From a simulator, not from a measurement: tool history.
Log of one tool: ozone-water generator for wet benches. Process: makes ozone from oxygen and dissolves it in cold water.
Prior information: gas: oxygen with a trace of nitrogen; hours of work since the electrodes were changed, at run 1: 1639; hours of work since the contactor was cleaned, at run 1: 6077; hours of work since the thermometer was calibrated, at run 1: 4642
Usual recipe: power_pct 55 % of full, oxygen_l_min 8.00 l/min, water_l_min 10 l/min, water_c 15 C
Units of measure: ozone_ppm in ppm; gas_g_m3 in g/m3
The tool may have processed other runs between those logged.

run	hour	power_pct	oxygen_l_min	water_l_min	water_c	hours of work since the electrodes were changed	hours of work since the contactor was cleaned	hours of work since the thermometer was calibrated	ozone_ppm	gas_g_m3
1	0.0	55	8.00	10	15	1639	6077	4642	39.6	222.5
2	45.2	55	8.00	10	15	1676	6113	4678	39.4	222.9
3	94.5	77	8.00	10	15	1715	6153	4718	52.3	290.3
4	139.0	55	8.00	10	15	1751	6188	4753	39.7	223.8
5	189.9	55	8.00	8	15	1792	6229	4794	44.7	222.8
6	254.5	55	8.00	8	15	1844	6281	4846	44.6	220.9
7	307.7	55	8.00	6	15	1887	6324	4889	50.6	222.8
8	370.7	55	8.00	6	15	1937	6375	4940	50.7	221.5
9	445.1	55	8.00	6	15	1997	6435	5000	50.7	222.3
10	507.6	55	8.00	6	15	2047	6485	5050	50.0	222.8
11	584.0	55	8.75	6	15	2109	6546	5111	49.4	211.8
12	663.7	55	8.00	10	15	2173	6610	5175	38.9	221.3
13	737.8	55	8.00	10	15	2232	6670	5235	39.4	220.2
14	826.9	55	8.00	10	15	2304	6741	5306	39.1	220.3
15	884.2	55	8.00	10	15	2350	6787	5352	39.7	221.1
16	932.1	55	8.00	10	15	2388	6826	5391	39.1	221.5
17	1004.6	55	8.00	6	15	2447	6884	5449	49.7	221.6
18	1059.6	74	4.94	7	9	2491	6928	5493	75.8	364.4
# hour 1087.1: water thermometer calibrated
19	1108.5	55	8.69	12	10	2530	6967	17	38.3	212.1
20	1176.2	43	8.00	8	15	2584	7022	72	36.3	182.9
21	1263.8	43	8.00	16	15	2655	7092	142	23.6	181.7
22	1349.4	79	8.00	10	8	2723	7161	211	59.7	295.1
23	1416.5	55	9.69	12	10	2777	7215	265	37.0	197.2
24	1467.0	41	9.47	11	9	2818	7255	305	32.1	160.5
25	1525.8	60	8.00	8	15	2865	7303	353	46.7	235.5
26	1571.0	47	8.15	10	15	2901	7339	389	34.5	191.6
27	1618.5	62	8.00	10	7	2940	7377	427	50.6	242.4
28	1682.4	81	4.51	7	15	2991	7428	478	73.2	410.0
29	1739.7	55	8.00	14	12	3037	7475	524	33.2	221.3
30	1818.7	96	8.33	7	12	3101	7538	588	76.8	330.9
31	1887.2	93	4.56	10	15	3156	7593	643	63.8	453.1
32	1950.7	93	8.28	15	14	3207	7644	694	45.8	322.2

Below are 3 alternative next runs, each starting from the tool's condition after run 32. Predict each:
A	2037.2	55	4.95	7	7	3276	7714	764	?	?
B	2037.2	55	8.00	14	15	3276	7714	764	?	?
C	2037.2	55	4.69	7	16	3276	7714	764	?	?

run	ozone_ppm	gas_g_m3
A	62.4	286.9
B	31.4	220.6
C	52.4	295.5
The same runs, with their run-to-run variation unchanged, on a tool lacking any hidden condition would have given:
run	ozone_ppm	gas_g_m3
A	68.7	294.7
B	35.5	226.6
C	57.7	303.5

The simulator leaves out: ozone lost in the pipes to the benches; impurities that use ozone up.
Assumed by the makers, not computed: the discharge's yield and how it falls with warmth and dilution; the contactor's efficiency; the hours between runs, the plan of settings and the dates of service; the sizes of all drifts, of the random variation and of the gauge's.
